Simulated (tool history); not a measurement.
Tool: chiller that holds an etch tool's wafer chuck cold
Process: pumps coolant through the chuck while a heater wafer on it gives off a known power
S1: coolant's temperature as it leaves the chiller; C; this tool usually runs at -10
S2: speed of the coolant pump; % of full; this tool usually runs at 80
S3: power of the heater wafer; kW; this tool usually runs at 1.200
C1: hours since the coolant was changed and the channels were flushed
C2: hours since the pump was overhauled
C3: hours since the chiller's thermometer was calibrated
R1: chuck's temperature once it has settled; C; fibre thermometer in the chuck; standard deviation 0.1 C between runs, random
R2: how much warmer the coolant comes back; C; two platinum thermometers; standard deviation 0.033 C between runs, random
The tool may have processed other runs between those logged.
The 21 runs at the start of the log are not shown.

-- hour=1376.7 coolant changed, channels flushed
run 22 hour=1408.0 | S1=-18 S2=80 S3=0.632 | C1=31 C2=4599 C3=1717 | R1=-12.0 R2=2.79
-- hour=1412.8 chiller's thermometer calibrated
run 23 hour=1470.1 | S1=-10 S2=63 S3=1.200 | C1=92 C2=4660 C3=57 | R1=3.9 R2=6.82
run 24 hour=1526.1 | S1=-10 S2=63 S3=1.200 | C1=148 C2=4716 C3=113 | R1=4.0 R2=6.83
run 25 hour=1568.4 | S1=-10 S2=63 S3=1.200 | C1=191 C2=4759 C3=156 | R1=4.2 R2=6.83
run 26 hour=1637.3 | S1=-10 S2=63 S3=1.200 | C1=260 C2=4828 C3=225 | R1=3.9 R2=6.85
-- hour=1690.2 chiller's thermometer calibrated, once more
run 27 hour=1714.4 | S1=-2 S2=99 S3=0.913 | C1=336 C2=4904 C3=24 | R1=5.2 R2=3.31
run 28 hour=1794.2 | S1=-10 S2=86 S3=1.165 | C1=415 C2=4983 C3=104 | R1=0.3 R2=4.84
run 29 hour=1875.7 | S1=-6 S2=80 S3=1.200 | C1=497 C2=5065 C3=186 | R1=5.3 R2=5.39
run 30 hour=1933.5 | S1=-10 S2=80 S3=1.420 | C1=555 C2=5123 C3=243 | R1=3.4 R2=6.37
run 31 hour=2008.0 | S1=-5 S2=65 S3=1.450 | C1=629 C2=5197 C3=318 | R1=11.3 R2=8.11

Below are 5 alternative next runs, each starting from the tool's condition after run 31. Predict each:
run A hour=2069.5 | S1=-1 S2=80 S3=1.200 | C1=691 C2=5259 C3=379 | R1=? R2=?
run B hour=2069.5 | S1=-4 S2=62 S3=1.679 | C1=691 C2=5259 C3=379 | R1=? R2=?
run C hour=2069.5 | S1=-3 S2=87 S3=0.751 | C1=691 C2=5259 C3=379 | R1=? R2=?
run D hour=2069.5 | S1=-14 S2=72 S3=1.450 | C1=691 C2=5259 C3=379 | R1=? R2=?
run E hour=2069.5 | S1=-9 S2=65 S3=1.450 | C1=691 C2=5259 C3=379 | R1=? R2=?

run=A R1=10.5 R2=5.39
run=B R1=15.9 R2=9.82
run=C R1=3.7 R2=3.05
run=D R1=1.1 R2=7.23
run=E R1=7.5 R2=8.07
Take away the tool's hidden state, keep each run's random variation, and the runs would have read:
run=A R1=9.4 R2=4.87
run=B R1=13.9 R2=8.86
run=C R1=3.0 R2=2.75
run=D R1=-0.4 R2=6.52
run=E R1=5.8 R2=7.28
